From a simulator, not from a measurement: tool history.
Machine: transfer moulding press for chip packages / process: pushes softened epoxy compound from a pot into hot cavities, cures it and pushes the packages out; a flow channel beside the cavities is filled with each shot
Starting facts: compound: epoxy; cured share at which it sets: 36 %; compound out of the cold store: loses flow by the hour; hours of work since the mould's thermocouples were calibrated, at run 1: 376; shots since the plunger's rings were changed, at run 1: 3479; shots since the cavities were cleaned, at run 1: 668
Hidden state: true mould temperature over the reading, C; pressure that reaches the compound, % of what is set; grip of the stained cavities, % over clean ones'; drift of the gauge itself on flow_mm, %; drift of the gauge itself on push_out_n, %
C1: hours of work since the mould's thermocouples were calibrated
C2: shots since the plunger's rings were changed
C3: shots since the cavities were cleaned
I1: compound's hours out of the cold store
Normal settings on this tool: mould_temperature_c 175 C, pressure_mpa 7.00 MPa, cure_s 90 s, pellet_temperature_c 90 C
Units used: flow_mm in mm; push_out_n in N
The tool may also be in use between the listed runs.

run 1 day=0.000 | mould_temperature_c=175 pressure_mpa=7.00 cure_s=90 pellet_temperature_c=90 | C1=376 C2=3479 C3=668 | I1=38.6 | flow_mm=629 push_out_n=1100
run 2 day=0.904 | mould_temperature_c=175 pressure_mpa=7.00 cure_s=90 pellet_temperature_c=90 | C1=392 C2=3813 C3=1002 | I1=40.1 | flow_mm=630 push_out_n=1244
-- day=1.325 cavities cleaned with cleaning compound and waxed
-- day=1.992 mould's thermocouples calibrated
run 3 day=2.288 | mould_temperature_c=175 pressure_mpa=7.00 cure_s=90 pellet_temperature_c=90 | C1=5 C2=4271 C3=326 | I1=39.4 | flow_mm=612 push_out_n=893
run 4 day=3.317 | mould_temperature_c=175 pressure_mpa=7.00 cure_s=90 pellet_temperature_c=90 | C1=24 C2=4652 C3=707 | I1=31.9 | flow_mm=641 push_out_n=1123
-- day=4.529 cavities cleaned with cleaning compound and waxed
run 5 day=4.604 | mould_temperature_c=175 pressure_mpa=7.00 cure_s=90 pellet_temperature_c=90 | C1=46 C2=5105 C3=27 | I1=44.4 | flow_mm=590 push_out_n=639
run 6 day=6.250 | mould_temperature_c=175 pressure_mpa=7.00 cure_s=90 pellet_temperature_c=90 | C1=76 C2=5714 C3=636 | I1=14.6 | flow_mm=689 push_out_n=1114
-- day=6.475 plunger's sealing rings changed
-- day=7.800 cavities cleaned with cleaning compound and waxed
run 7 day=8.242 | mould_temperature_c=175 pressure_mpa=6.42 cure_s=90 pellet_temperature_c=90 | C1=109 C2=630 C3=162 | I1=29.4 | flow_mm=671 push_out_n=770
run 8 day=10.058 | mould_temperature_c=175 pressure_mpa=6.42 cure_s=90 pellet_temperature_c=90 | C1=142 C2=1304 C3=836 | I1=15.4 | flow_mm=731 push_out_n=1250
-- day=10.921 cavities cleaned with cleaning compound and waxed
run 9 day=11.154 | mould_temperature_c=175 pressure_mpa=6.42 cure_s=90 pellet_temperature_c=90 | C1=160 C2=1685 C3=86 | I1=37.0 | flow_mm=635 push_out_n=675
run 10 day=12.721 | mould_temperature_c=175 pressure_mpa=6.42 cure_s=90 pellet_temperature_c=90 | C1=189 C2=2266 C3=667 | I1=40.9 | flow_mm=610 push_out_n=1030
run 11 day=13.525 | mould_temperature_c=175 pressure_mpa=6.42 cure_s=90 pellet_temperature_c=90 | C1=203 C2=2563 C3=964 | I1=35.8 | flow_mm=635 push_out_n=1163
-- day=14.046 cavities cleaned with cleaning compound and waxed
run 12 day=15.283 | mould_temperature_c=175 pressure_mpa=6.42 cure_s=90 pellet_temperature_c=90 | C1=234 C2=3190 C3=457 | I1=33.9 | flow_mm=638 push_out_n=1024
run 13 day=16.083 | mould_temperature_c=175 pressure_mpa=6.42 cure_s=90 pellet_temperature_c=90 | C1=249 C2=3487 C3=754 | I1=27.3 | flow_mm=654 push_out_n=1192
-- day=17.217 cavities cleaned with cleaning compound and waxed
run 14 day=17.217 | mould_temperature_c=175 pressure_mpa=6.42 cure_s=90 pellet_temperature_c=90 | C1=268 C2=3882 C3=0 | I1=26.7 | flow_mm=652 push_out_n=614
run 15 day=18.438 | mould_temperature_c=175 pressure_mpa=7.00 cure_s=101 pellet_temperature_c=92 | C1=290 C2=4335 C3=453 | I1=13.6 | flow_mm=731 push_out_n=876
run 16 day=20.133 | mould_temperature_c=175 pressure_mpa=6.13 cure_s=90 pellet_temperature_c=90 | C1=321 C2=4962 C3=1080 | I1=45.2 | flow_mm=560 push_out_n=1202
-- day=20.329 cavities cleaned with cleaning compound and waxed
run 17 day=21.554 | mould_temperature_c=174 pressure_mpa=5.28 cure_s=90 pellet_temperature_c=83 | C1=345 C2=5465 C3=454 | I1=26.7 | flow_mm=575 push_out_n=1078
-- day=22.512 plunger's sealing rings changed
run 18 day=23.158 | mould_temperature_c=177 pressure_mpa=5.76 cure_s=90 pellet_temperature_c=83 | C1=372 C2=239 C3=1009 | I1=16.6 | flow_mm=694 push_out_n=1187
-- day=23.550 cavities cleaned with cleaning compound and waxed
run 19 day=25.062 | mould_temperature_c=177 pressure_mpa=5.76 cure_s=130 pellet_temperature_c=98 | C1=406 C2=921 C3=561 | I1=28.5 | flow_mm=644 push_out_n=820
-- day=25.396 mould's thermocouples calibrated
run 20 day=26.162 | mould_temperature_c=173 pressure_mpa=6.83 cure_s=96 pellet_temperature_c=91 | C1=14 C2=1296 C3=936 | I1=38.7 | flow_mm=660 push_out_n=1152
-- day=26.792 cavities cleaned with cleaning compound and waxed
run 21 day=28.042 | mould_temperature_c=175 pressure_mpa=7.00 cure_s=90 pellet_temperature_c=99 | C1=47 C2=1969 C3=463 | I1=43.8 | flow_mm=640 push_out_n=972
run 22 day=29.233 | mould_temperature_c=175 pressure_mpa=7.00 cure_s=90 pellet_temperature_c=99 | C1=68 C2=2410 C3=904 | I1=30.3 | flow_mm=681 push_out_n=1165
-- day=29.942 cavities cleaned with cleaning compound and waxed
run 23 day=30.646 | mould_temperature_c=175 pressure_mpa=7.00 cure_s=90 pellet_temperature_c=99 | C1=93 C2=2910 C3=262 | I1=41.5 | flow_mm=635 push_out_n=844
run 24 day=31.800 | mould_temperature_c=174 pressure_mpa=7.00 cure_s=90 pellet_temperature_c=99 | C1=114 C2=3337 C3=689 | I1=33.5 | flow_mm=649 push_out_n=1116
-- day=33.083 cavities cleaned with cleaning compound and waxed
run 25 day=33.083 | mould_temperature_c=174 pressure_mpa=6.87 cure_s=90 pellet_temperature_c=98 | C1=136 C2=3789 C3=0 | I1=9.9 | flow_mm=737 push_out_n=664
run 26 day=34.567 | mould_temperature_c=175 pressure_mpa=8.52 cure_s=70 pellet_temperature_c=94 | C1=162 C2=4337 C3=548 | I1=24.1 | flow_mm=758 push_out_n=1789
run 27 day=35.321 | mould_temperature_c=175 pressure_mpa=8.52 cure_s=70 pellet_temperature_c=94 | C1=176 C2=4616 C3=827 | I1=34.9 | flow_mm=688 push_out_n=1945
-- day=36.225 cavities cleaned with cleaning compound and waxed
run 28 day=36.596 | mould_temperature_c=173 pressure_mpa=7.00 cure_s=90 pellet_temperature_c=90 | C1=198 C2=5065 C3=137 | I1=18.0 | flow_mm=691 push_out_n=920

4 ways to go on from here, each from the tool as it stands after run 28. What would each give?
run A day=37.871 | mould_temperature_c=175 pressure_mpa=6.73 cure_s=112 pellet_temperature_c=94 | C1=221 C2=5538 C3=610 | I1=40.2 | flow_mm=? push_out_n=?
run B day=37.871 | mould_temperature_c=174 pressure_mpa=7.00 cure_s=124 pellet_temperature_c=88 | C1=221 C2=5538 C3=610 | I1=24.2 | flow_mm=? push_out_n=?
run C day=37.871 | mould_temperature_c=173 pressure_mpa=7.00 cure_s=90 pellet_temperature_c=97 | C1=221 C2=5538 C3=610 | I1=36.7 | flow_mm=? push_out_n=?
run D day=37.871 | mould_temperature_c=179 pressure_mpa=7.00 cure_s=90 pellet_temperature_c=90 | C1=221 C2=5538 C3=610 | I1=25.2 | flow_mm=? push_out_n=?

run=A flow_mm=591 push_out_n=859
run=B flow_mm=670 push_out_n=841
run=C flow_mm=614 push_out_n=1118
run=D flow_mm=646 push_out_n=954
With no hidden state in the tool, these same runs would have given:
run=A flow_mm=666 push_out_n=474
run=B flow_mm=754 push_out_n=464
run=C flow_mm=692 push_out_n=600
run=D flow_mm=727 push_out_n=520
